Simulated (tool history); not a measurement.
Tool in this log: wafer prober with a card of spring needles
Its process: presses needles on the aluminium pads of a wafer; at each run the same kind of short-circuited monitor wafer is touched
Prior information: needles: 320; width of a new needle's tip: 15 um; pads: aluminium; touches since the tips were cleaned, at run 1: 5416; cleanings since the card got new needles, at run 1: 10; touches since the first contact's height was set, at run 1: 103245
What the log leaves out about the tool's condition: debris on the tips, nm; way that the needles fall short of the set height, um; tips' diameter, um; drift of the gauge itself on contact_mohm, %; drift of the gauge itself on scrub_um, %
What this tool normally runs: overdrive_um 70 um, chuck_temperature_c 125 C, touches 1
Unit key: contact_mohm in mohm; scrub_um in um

run   hour  overdrive_um  chuck_temperature_c  touches  touches since the tips were cleaned  cleanings since the card got new needles  touches since the first contact's height was set  contact_mohm  scrub_um
  1    0.0            70                  125        1                                 5416                                        10                                            103245           194    11.615
  2   13.5            70                  114        1                                 8613                                        10                                            106442           192    11.607
      15.1  -- tips cleaned on abrasive film
  3   29.8            70                  114        1                                 3493                                        11                                            110278           193    11.604
  4   40.6            70                  114        1                                 6043                                        11                                            112828           193    11.608
  5   51.1            70                  114        1                                 8536                                        11                                            115321           188    11.592
      52.4  -- tips cleaned on abrasive film
  6   58.9            70                  114        1                                 1542                                        12                                            117138           192    11.601
  7   65.7            70                  125        1                                 3160                                        12                                            118756           194    11.590
      78.9  -- height of the first contact set anew
  8   79.9            70                   28        1                                 6451                                        12                                               250           173    11.589
      89.5  -- tips cleaned on abrasive film
  9   89.7            70                   28        1                                   43                                        13                                              2540           174    11.593
 10   96.3            70                  125        2                                 1611                                        13                                              4108           191    11.604
 11  106.8            70                  125        2                                 4075                                        13                                              6572           192    11.593
 12  120.2            68                   31        3                                 7252                                        13                                              9749           173    11.257
     126.6  -- tips cleaned on abrasive film
 13  128.6            54                  125        1                                  472                                        14                                             11712           200     8.942
 14  135.5            70                   42        2                                 2117                                        14                                             13357           175    11.598
 15  149.6            70                   47        1                                 5452                                        14                                             16692           177    11.594
     163.2  -- tips cleaned on abrasive film
 16  165.1            71                  113        1                                  432                                        15                                             20324           191    11.764
 17  179.5            71                  113        3                                 3850                                        15                                             23742           190    11.764
 18  191.7            70                   71        1                                 6728                                        15                                             26620           181    11.611
     200.2  -- tips cleaned on abrasive film
 19  205.4            55                   83        3                                 1239                                        16                                             29853           189     9.113
 20  217.6            62                   34        1                                 4131                                        16                                             32745           175    10.275
 21  231.4            62                   96        2                                 7381                                        16                                             35995           188    10.258

Branching from run 21: 5 alternative next runs. What would each branch give?
     237.0  -- tips cleaned on abrasive film
  A  244.0            60                  125        1                                 1667                                        17                                             38965             ?         ?
     237.0  -- tips cleaned on abrasive film
  B  244.0            84                   79        2                                 1667                                        17                                             38965             ?         ?
     237.0  -- tips cleaned on abrasive film
  C  244.0            70                  125        1                                 1667                                        17                                             38965             ?         ?
     237.0  -- tips cleaned on abrasive film
  D  244.0            56                   85        2                                 1667                                        17                                             38965             ?         ?
     237.0  -- tips cleaned on abrasive film
  E  244.0            65                   66        2                                 1667                                        17                                             38965             ?         ?

run  contact_mohm  scrub_um
  A           196     9.934
  B           181    13.906
  C           192    11.602
  D           191     9.284
  E           180    10.770
Without the tool's hidden state the same runs would have given:
run  contact_mohm  scrub_um
  A           196     9.935
  B           181    13.907
  C           192    11.603
  D           190     9.285
  E           180    10.771

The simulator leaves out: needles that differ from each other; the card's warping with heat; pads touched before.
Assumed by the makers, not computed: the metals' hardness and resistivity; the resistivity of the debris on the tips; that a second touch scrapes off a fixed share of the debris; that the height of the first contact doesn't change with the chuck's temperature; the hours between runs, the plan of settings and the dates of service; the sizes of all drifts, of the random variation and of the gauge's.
